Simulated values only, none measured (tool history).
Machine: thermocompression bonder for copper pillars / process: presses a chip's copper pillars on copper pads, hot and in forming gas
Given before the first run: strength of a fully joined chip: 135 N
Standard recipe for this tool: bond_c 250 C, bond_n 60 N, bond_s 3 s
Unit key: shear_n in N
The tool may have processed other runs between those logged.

run	day	bond_c	bond_n	bond_s	shear_n
1	0.000	250	60	3	89.8
# day 1.354: forming gas filter changed
2	2.417	250	72	3	99.1
3	4.683	250	60	3	92.4
4	6.083	250	60	3	90.8
5	8.308	257	60	3	97.6
6	10.104	257	60	3	97.9
7	11.242	250	60	7	109.0
8	12.442	250	60	7	109.5
9	13.575	250	60	7	108.6
# day 14.717: forming gas filter changed
10	16.058	250	60	7	111.3
11	18.225	225	60	3	63.9
12	20.538	250	60	5	104.4
13	22.154	250	89	5	116.9
14	23.271	250	89	5	115.7
15	24.425	233	60	3	73.1
# day 25.362: force cell calibrated
16	26.767	250	60	3	88.2
# day 28.296: forming gas filter changed
17	28.733	250	60	3	92.3
18	30.879	250	60	3	92.1
19	33.350	250	60	3	93.3
20	34.879	250	60	2	80.6
21	36.567	264	50	3	98.6
22	38.521	264	50	4	103.6
23	39.962	250	60	2	81.1
# day 41.671: forming gas filter changed
24	42.488	275	38	2	90.8
25	44.517	250	72	3	100.6
26	45.571	250	72	3	99.9
27	46.621	250	78	6	115.4
28	47.958	250	78	6	116.5
29	49.167	250	78	6	115.0
30	50.992	250	78	6	116.1
31	52.788	250	68	3	96.0
32	54.771	268	88	5	124.5
# day 55.025: forming gas filter changed
33	56.375	250	51	3	88.3
34	57.721	232	48	2	56.7
35	60.154	232	48	2	56.3
36	61.833	232	48	2	56.3
37	64.362	277	53	6	123.2
38	66.758	252	62	3	95.6
39	68.229	259	62	7	118.9

What if the next run were any one of these 3? Each begins from the tool's condition after run 39:
# day 68.404: forming gas filter changed
A	70.792	277	46	3	?
# day 68.404: forming gas filter changed
B	70.792	250	60	2	?
# day 68.404: forming gas filter changed
C	70.792	254	65	3	?

run	shear_n
A	112.5
B	85.2
C	103.5
Stripped of hidden state, with their random variation kept, the same runs would have yielded:
run	shear_n
A	105.8
B	76.6
C	95.4
